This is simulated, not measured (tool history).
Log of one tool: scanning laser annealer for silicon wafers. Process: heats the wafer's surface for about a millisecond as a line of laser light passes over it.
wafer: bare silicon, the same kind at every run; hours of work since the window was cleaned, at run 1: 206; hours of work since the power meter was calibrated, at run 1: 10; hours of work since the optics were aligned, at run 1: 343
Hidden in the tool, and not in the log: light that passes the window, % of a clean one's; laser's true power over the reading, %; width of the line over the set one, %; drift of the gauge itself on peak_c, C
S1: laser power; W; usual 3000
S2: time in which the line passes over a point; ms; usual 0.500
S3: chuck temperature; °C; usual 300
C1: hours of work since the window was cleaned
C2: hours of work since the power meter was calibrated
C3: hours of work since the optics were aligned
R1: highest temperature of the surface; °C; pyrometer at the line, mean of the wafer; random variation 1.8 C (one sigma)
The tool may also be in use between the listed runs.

Run 1, hour 0.0: usual settings; C1 206; C2 10; C3 343. Result: R1 1046 °C.
Run 2, hour 17.4: usual settings; C1 216; C2 20; C3 352. Result: R1 1045 °C.
Run 3, hour 33.7: usual settings but S2 0.617 ms; C1 225; C2 29; C3 362. Result: R1 1138 °C.
Run 4, hour 45.7: usual settings but S3 305 °C; C1 232; C2 36; C3 368. Result: R1 1049 °C.
Run 5, hour 67.3: usual settings but S3 305 °C; C1 244; C2 48; C3 381. Result: R1 1052 °C.
Run 6, hour 77.1: usual settings but S3 305 °C; C1 250; C2 54; C3 386. Result: R1 1052 °C.
Run 7, hour 98.0: usual settings but S3 305 °C; C1 262; C2 65; C3 398. Result: R1 1049 °C.
Run 8, hour 120.5: usual settings but S3 305 °C; C1 274; C2 78; C3 411. Result: R1 1046 °C.
Run 9, hour 136.7: usual settings but S3 305 °C; C1 284; C2 87; C3 420. Result: R1 1046 °C.
Run 10, hour 154.6: usual settings but S3 305 °C; C1 294; C2 97; C3 430. Result: R1 1051 °C.
At hour 158.6: laser's power meter calibrated.
Run 11, hour 179.6: usual settings but S3 284 °C; C1 306; C2 12; C3 442. Result: R1 1029 °C.
Run 12, hour 193.4: usual settings but S3 284 °C; C1 314; C2 20; C3 450. Result: R1 1025 °C.
At hour 198.6: laser's power meter calibrated, once more.
Run 13, hour 216.0: usual settings but S3 284 °C; C1 325; C2 10; C3 461. Result: R1 1028 °C.
Run 14, hour 236.9: usual settings but S3 284 °C; C1 337; C2 22; C3 473. Result: R1 1028 °C.
Run 15, hour 251.4: usual settings but S3 284 °C; C1 345; C2 30; C3 481. Result: R1 1029 °C.
Run 16, hour 263.0: usual settings but S2 0.352 ms; C1 352; C2 36; C3 488. Result: R1 908 °C.
Run 17, hour 278.5: usual settings but S2 0.441 ms; C1 360; C2 45; C3 497. Result: R1 995 °C.
Run 18, hour 297.5: usual settings but S1 3175 W, S2 0.410 ms, S3 327 °C; C1 371; C2 56; C3 508. Result: R1 1027 °C.
Run 19, hour 314.7: usual settings but S1 2987 W, S2 0.435 ms, S3 292 °C; C1 381; C2 66; C3 517. Result: R1 977 °C.
Run 20, hour 332.0: usual settings but S1 2987 W, S2 0.435 ms, S3 292 °C; C1 391; C2 76; C3 527. Result: R1 978 °C.
Run 21, hour 354.6: usual settings but S1 2987 W, S2 0.435 ms, S3 292 °C; C1 403; C2 88; C3 540. Result: R1 973 °C.
Run 22, hour 364.5: usual settings but S1 2987 W, S2 0.391 ms, S3 333 °C; C1 409; C2 94; C3 545. Result: R1 978 °C.
Run 23, hour 384.3: usual settings but S1 3233 W, S2 0.525 ms, S3 333 °C; C1 420; C2 105; C3 557. Result: R1 1151 °C.
Run 24, hour 401.6: usual settings but S1 3191 W, S2 0.596 ms; C1 430; C2 115; C3 566. Result: R1 1163 °C.
Run 25, hour 416.9: usual settings but S1 2903 W, S2 0.452 ms, S3 266 °C; C1 439; C2 124; C3 575. Result: R1 943 °C.
Run 26, hour 430.2: usual settings but S1 2709 W, S3 285 °C; C1 446; C2 131; C3 583. Result: R1 954 °C.
Run 27, hour 448.3: usual settings but S2 0.423 ms, S3 282 °C; C1 456; C2 141; C3 593. Result: R1 952 °C.
Run 28, hour 460.4: usual settings but S2 0.606 ms, S3 273 °C; C1 463; C2 148; C3 600. Result: R1 1092 °C.
Run 29, hour 471.2: usual settings but S1 3174 W, S2 0.611 ms, S3 339 °C; C1 469; C2 154; C3 606. Result: R1 1205 °C.

3 ways to go on from here, each from the tool as it stands after run 29. What would each give?
Run A, hour 488.9: usual settings but S1 2663 W, S3 267 °C; C1 479; C2 164; C3 616. Result: R1 ?.
Run B, hour 488.9: usual settings but S1 2894 W, S2 0.574 ms, S3 330 °C; C1 479; C2 164; C3 616. Result: R1 ?.
Run C, hour 488.9: usual settings but S1 2672 W, S3 311 °C; C1 479; C2 164; C3 616. Result: R1 ?.

run    R1
  A   924
  B  1097
  C   968
Without the tool's hidden state the same runs would have given:
run    R1
  A   947
  B  1124
  C   991
